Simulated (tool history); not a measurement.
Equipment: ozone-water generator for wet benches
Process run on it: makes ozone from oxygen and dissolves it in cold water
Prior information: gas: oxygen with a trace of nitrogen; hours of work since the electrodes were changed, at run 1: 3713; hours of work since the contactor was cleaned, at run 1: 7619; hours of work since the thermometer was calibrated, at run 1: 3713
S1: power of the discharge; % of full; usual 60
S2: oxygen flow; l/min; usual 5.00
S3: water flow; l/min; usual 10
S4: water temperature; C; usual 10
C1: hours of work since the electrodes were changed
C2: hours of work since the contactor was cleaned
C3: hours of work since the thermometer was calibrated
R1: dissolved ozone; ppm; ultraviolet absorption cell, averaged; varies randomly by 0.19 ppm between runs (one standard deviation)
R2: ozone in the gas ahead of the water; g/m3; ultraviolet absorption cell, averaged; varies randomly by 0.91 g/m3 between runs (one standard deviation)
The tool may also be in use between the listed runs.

| run | hour | S1 | S2 | S3 | S4 | C1 | C2 | C3 | R1 | R2 |
|---|---|---|---|---|---|---|---|---|---|---|
| 1 | 0.0 | 60 | 5.00 | 10 | 10 | 3713 | 7619 | 3713 | 25.3 | 147.1 |
| 2 | 45.8 | 60 | 5.00 | 10 | 10 | 3754 | 7660 | 3754 | 25.0 | 145.8 |
| 3 | 139.1 | 60 | 5.00 | 6 | 10 | 3839 | 7745 | 3839 | 33.6 | 145.0 |
| 4 | 206.1 | 60 | 5.00 | 6 | 10 | 3900 | 7806 | 3900 | 33.6 | 146.5 |
|  | 219.9 | contactor cleaned |
|  | 220.4 | water thermometer calibrated |
| 5 | 257.5 | 60 | 5.00 | 6 | 10 | 3942 | 34 | 34 | 33.1 | 146.4 |
| 6 | 354.9 | 60 | 5.00 | 10 | 13 | 4031 | 122 | 122 | 23.1 | 146.2 |
| 7 | 454.1 | 72 | 4.21 | 8 | 9 | 4121 | 212 | 212 | 32.3 | 177.2 |
| 8 | 499.5 | 60 | 5.00 | 7 | 10 | 4162 | 253 | 253 | 30.4 | 145.4 |
| 9 | 609.2 | 60 | 2.50 | 10 | 10 | 4262 | 353 | 353 | 22.3 | 191.8 |
| 10 | 690.8 | 73 | 2.50 | 9 | 10 | 4336 | 427 | 427 | 27.6 | 217.6 |
| 11 | 803.2 | 73 | 2.50 | 9 | 10 | 4438 | 529 | 529 | 27.8 | 219.1 |

Here are 5 independent what-if runs from the current tool condition. What would each one return?
|  | 850.5 | contactor cleaned, once more |
| A | 871.5 | 73 | 2.50 | 15 | 16 | 4496 | 19 | 587 | ? | ? |
|  | 850.5 | contactor cleaned, once more |
| B | 871.5 | 49 | 6.81 | 9 | 10 | 4496 | 19 | 587 | ? | ? |
|  | 850.5 | contactor cleaned, once more |
| C | 871.5 | 60 | 4.75 | 8 | 8 | 4496 | 19 | 587 | ? | ? |
|  | 850.5 | contactor cleaned, once more |
| D | 871.5 | 40 | 7.53 | 6 | 10 | 4496 | 19 | 587 | ? | ? |
|  | 850.5 | contactor cleaned, once more |
| E | 871.5 | 73 | 8.22 | 9 | 9 | 4496 | 19 | 587 | ? | ? |

| run | R1 | R2 |
|---|---|---|
| A | 17.6 | 217.7 |
| B | 24.2 | 113.2 |
| C | 30.8 | 147.9 |
| D | 25.4 | 94.0 |
| E | 31.7 | 135.7 |
What these runs would have given with no unlogged condition in the tool:
| run | R1 | R2 |
|---|---|---|
| A | 18.8 | 231.1 |
| B | 25.4 | 118.3 |
| C | 32.5 | 155.9 |
| D | 26.3 | 97.4 |
| E | 33.7 | 144.1 |
